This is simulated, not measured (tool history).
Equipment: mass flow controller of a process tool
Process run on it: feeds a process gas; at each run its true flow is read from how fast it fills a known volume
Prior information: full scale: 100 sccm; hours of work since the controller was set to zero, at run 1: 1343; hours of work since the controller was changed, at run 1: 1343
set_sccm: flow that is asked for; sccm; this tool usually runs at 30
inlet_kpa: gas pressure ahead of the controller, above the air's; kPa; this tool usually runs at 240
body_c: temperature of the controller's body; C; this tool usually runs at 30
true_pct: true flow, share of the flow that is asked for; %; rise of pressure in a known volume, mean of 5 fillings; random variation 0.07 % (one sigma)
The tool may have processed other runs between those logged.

run,hour,set_sccm,inlet_kpa,body_c,hours of work since the controller was set to zero,hours of work since the controller was changed,true_pct
1,0,30,240,30,1343,1343,98.24
2,39.8,30,240,30,1363,1363,98.21
3,93.5,30,240,30,1390,1390,98.11
4,147.6,30,240,30,1417,1417,98.09
5,211.9,30,240,30,1449,1449,98.31
6,260,30,240,30,1473,1473,98.16
7,321.9,30,240,23,1504,1504,97.53
8,366.9,30,240,30,1526,1526,98.15
9,453.8,30,240,30,1570,1570,98.18
10,497.7,30,240,30,1592,1592,98.12
11,583.4,30,248,30,1635,1635,98.3
12,621.3,30,248,30,1654,1654,98.11
# hour 625.4: controller's zero set anew
13,695.1,30,248,30,35,1690,98.36
14,737.4,30,240,30,56,1712,98.46
15,801.1,30,240,30,88,1744,98.46
16,873.5,19,183,28,124,1780,98.68
17,949.6,66,198,28,162,1818,99.23
18,991.5,94,198,28,183,1839,100.1
19,1056,94,198,24,215,1871,99.61
20,1091.9,94,198,24,233,1889,99.54
# hour 1128.8: controller's zero set anew, once more
21,1154.1,95,222,24,13,1920,99.33
22,1223.9,58,222,29,48,1955,98.52
23,1299.9,33,274,30,86,1993,97.52
24,1372.3,18,242,30,122,2029,97.19
25,1433.5,18,242,30,152,2060,97.27
26,1512.2,30,151,30,192,2099,97.93
27,1576.8,30,151,30,224,2131,98.08
28,1627,30,151,30,249,2157,98.03
29,1671.4,20,240,24,272,2179,96.78

3 options for the next run, each taken on its own from the tool as it stands now. Forecast them:
A,1731,30,260,34,301,2209,?
B,1731,30,240,34,301,2209,?
C,1731,20,201,24,301,2209,?

run,true_pct
A,98.06
B,98.12
C,96.87
Take away the tool's hidden state, keep each run's random variation, and the runs would have read:
run,true_pct
A,98.38
B,98.45
C,97.12

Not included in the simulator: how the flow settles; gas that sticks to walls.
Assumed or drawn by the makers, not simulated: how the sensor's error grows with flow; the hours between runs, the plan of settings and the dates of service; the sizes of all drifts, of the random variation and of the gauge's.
